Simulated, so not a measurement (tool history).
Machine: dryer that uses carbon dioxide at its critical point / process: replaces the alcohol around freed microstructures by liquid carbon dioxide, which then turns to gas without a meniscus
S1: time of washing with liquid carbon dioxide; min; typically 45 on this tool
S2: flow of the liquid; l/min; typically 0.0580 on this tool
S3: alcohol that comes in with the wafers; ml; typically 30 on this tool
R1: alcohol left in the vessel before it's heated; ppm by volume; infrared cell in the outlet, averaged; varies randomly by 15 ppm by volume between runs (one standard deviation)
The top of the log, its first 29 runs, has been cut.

| run | hour | S1 | S2 | S3 | R1 |
|---|---|---|---|---|---|
| 30 | 950.8 | 66 | 0.0898 | 33 | 190 |
| 31 | 979.7 | 66 | 0.0442 | 41 | 1309 |
| 32 | 1024.5 | 66 | 0.0900 | 45 | 201 |
| 33 | 1045.9 | 66 | 0.0580 | 95 | 959 |
| 34 | 1072.7 | 45 | 0.0518 | 30 | 2343 |
| 35 | 1108.3 | 45 | 0.0518 | 30 | 2343 |
| 36 | 1151.8 | 45 | 0.0518 | 30 | 2544 |
| 37 | 1190.6 | 45 | 0.0518 | 30 | 2507 |
| 38 | 1212.3 | 34 | 0.0378 | 63 | 21770 |
|  | 1226.9 | inlet filter changed |
| 39 | 1232.3 | 34 | 0.0378 | 63 | 16054 |
| 40 | 1257.9 | 34 | 0.0378 | 63 | 16692 |
|  | 1269.5 | purifier's bed changed |
| 41 | 1284.0 | 58 | 0.0580 | 113 | 1165 |
| 42 | 1303.6 | 58 | 0.0580 | 113 | 1175 |
| 43 | 1342.8 | 58 | 0.0580 | 113 | 1261 |
| 44 | 1364.0 | 32 | 0.0953 | 36 | 732 |
| 45 | 1385.2 | 45 | 0.0927 | 30 | 133 |
| 46 | 1428.0 | 45 | 0.0927 | 30 | 163 |

Branching from run 46: 3 alternative next runs. What would each branch give?
| A | 1453.6 | 45 | 0.0571 | 30 | ? |
| B | 1453.6 | 45 | 0.0515 | 30 | ? |
| C | 1453.6 | 43 | 0.0927 | 30 | ? |

| run | R1 |
|---|---|
| A | 1277 |
| B | 1892 |
| C | 206 |
Take away the tool's hidden state, keep each run's random variation, and the runs would have read:
| run | R1 |
|---|---|
| A | 962 |
| B | 1475 |
| C | 120 |

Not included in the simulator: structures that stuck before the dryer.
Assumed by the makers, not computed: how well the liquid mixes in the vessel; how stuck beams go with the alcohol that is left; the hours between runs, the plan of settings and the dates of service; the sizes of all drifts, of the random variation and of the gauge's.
